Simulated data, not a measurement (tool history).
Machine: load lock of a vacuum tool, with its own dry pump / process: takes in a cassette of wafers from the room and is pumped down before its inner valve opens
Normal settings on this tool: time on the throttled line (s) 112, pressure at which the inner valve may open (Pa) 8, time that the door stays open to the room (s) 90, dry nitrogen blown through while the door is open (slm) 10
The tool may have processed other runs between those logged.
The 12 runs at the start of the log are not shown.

run,day,time on the throttled line (s),pressure at which the inner valve may open (Pa),time that the door stays open to the room (s),dry nitrogen blown through while the door is open (slm),"incoming humidity of the room's air, %",time from the closed door until the inner valve may open (s),rise of the pressure with all valves shut (Pa/min)
13,134.854,112,8,43,10,47.4,230.0,0.017
14,141.658,112,8,90,10,46.9,230.4,0.024
15,152.708,112,8,90,10,40.9,229.1,0.024
16,160.217,112,8,90,10,47.6,229.9,0.025
17,171.683,112,8,90,10,42.4,230.2,0.020
18,182.667,133,8,90,10,44.6,247.5,0.024
19,188.967,133,8,90,10,46.7,245.5,0.029
20,195.346,133,8,90,10,46.2,247.1,0.021
21,209.571,133,8,90,10,45.7,246.2,0.023
22,219.850,133,8,90,10,42.1,247.6,0.019
23,230.367,133,8,90,10,43.9,247.7,0.019
24,239.488,133,8,90,10,45.1,246.4,0.023
25,250.804,152,8,90,10,45.1,265.4,0.023

What will run 26 give?
26,264.917,82,9,90,44,46.8,?,?

{"run 26": {"time from the closed door until the inner valve may open (s)": 203.0, "rise of the pressure with all valves shut (Pa/min)": 0.02}}
Take away the tool's hidden state, keep the run-to-run variation as it was, and the same run would have given time from the closed door until the inner valve may open (s) 203.0, rise of the pressure with all valves shut (Pa/min) 0.019.

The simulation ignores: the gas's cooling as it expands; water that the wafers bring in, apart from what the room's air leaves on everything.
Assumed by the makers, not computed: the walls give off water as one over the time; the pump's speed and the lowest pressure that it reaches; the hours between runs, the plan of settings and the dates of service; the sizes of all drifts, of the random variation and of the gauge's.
